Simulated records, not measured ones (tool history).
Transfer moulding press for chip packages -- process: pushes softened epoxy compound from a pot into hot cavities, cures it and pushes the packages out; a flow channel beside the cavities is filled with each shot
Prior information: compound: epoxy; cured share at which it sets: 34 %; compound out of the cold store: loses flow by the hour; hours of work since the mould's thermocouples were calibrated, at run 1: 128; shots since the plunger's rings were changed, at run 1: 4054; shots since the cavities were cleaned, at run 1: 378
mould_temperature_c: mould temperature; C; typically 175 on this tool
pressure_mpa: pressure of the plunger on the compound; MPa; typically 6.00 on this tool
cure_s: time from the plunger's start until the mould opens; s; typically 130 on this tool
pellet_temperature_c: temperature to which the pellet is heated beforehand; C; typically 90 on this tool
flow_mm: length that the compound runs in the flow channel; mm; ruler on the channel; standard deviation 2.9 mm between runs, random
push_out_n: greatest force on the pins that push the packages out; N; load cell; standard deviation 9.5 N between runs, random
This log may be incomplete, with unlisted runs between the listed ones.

run,hour,mould_temperature_c,pressure_mpa,cure_s,pellet_temperature_c,hours of work since the mould's thermocouples were calibrated,shots since the plunger's rings were changed,shots since the cavities were cleaned,incoming compound's hours out of the cold store,flow_mm,push_out_n
1,0.0,175,6.00,130,90,128,4054,378,26.3,831,431
# hour 25.6: plunger's sealing rings changed
2,41.3,175,6.00,130,83,157,178,818,13.9,913,472
# hour 67.3: cavities cleaned with cleaning compound and waxed
3,69.8,175,6.00,130,83,177,484,28,20.0,868,427
4,101.3,175,6.00,130,83,200,842,386,9.3,939,449
5,134.6,172,6.00,130,83,225,1219,763,45.0,742,472
6,156.0,172,6.00,130,83,241,1462,1006,25.6,845,474
# hour 161.9: cavities cleaned with cleaning compound and waxed
7,203.5,172,6.00,130,83,275,1984,472,17.6,892,484
8,247.6,172,6.00,130,83,308,2484,972,13.0,923,499
# hour 256.4: cavities cleaned with cleaning compound and waxed
9,274.5,175,4.65,130,90,327,2772,205,16.7,784,449
10,323.5,175,4.65,130,90,363,3329,762,21.5,760,434
# hour 350.9: cavities cleaned with cleaning compound and waxed
11,354.6,172,5.54,167,90,385,3664,43,47.4,695,422
12,383.5,172,5.54,167,90,407,3992,371,29.1,795,434
13,408.3,168,5.54,167,85,425,4273,652,26.5,818,459
# hour 416.5: plunger's sealing rings changed
# hour 448.8: cavities cleaned with cleaning compound and waxed
14,454.2,168,5.44,124,85,456,410,61,20.6,844,626
15,484.3,168,5.44,124,85,479,751,402,19.3,861,611
16,530.4,168,5.44,124,85,513,1274,925,21.4,844,642
# hour 545.5: cavities cleaned with cleaning compound and waxed
17,552.3,168,5.44,124,85,528,1506,78,13.7,889,628
18,599.0,180,6.00,130,90,563,2035,607,41.2,748,418
# hour 643.0: cavities cleaned with cleaning compound and waxed
19,643.0,180,6.00,130,90,594,2517,0,23.5,837,421
20,671.3,168,7.38,130,88,616,2838,321,21.5,984,579

Here are 4 independent what-if runs from the current tool condition. What would each one return?
# hour 704.5: mould's thermocouples calibrated
A,707.2,177,7.38,111,91,2,3223,706,19.5,?,?
# hour 704.5: mould's thermocouples calibrated
B,707.2,175,6.00,130,94,2,3223,706,15.3,?,?
# hour 704.5: mould's thermocouples calibrated
C,707.2,171,7.38,130,88,2,3223,706,35.9,?,?
# hour 704.5: mould's thermocouples calibrated
D,707.2,168,7.38,130,88,2,3223,706,36.8,?,?

run,flow_mm,push_out_n
A,964,456
B,900,459
C,875,487
D,885,561
What these runs would have given with no unlogged condition in the tool:
run,flow_mm,push_out_n
A,965,450
B,901,452
C,876,479
D,886,553
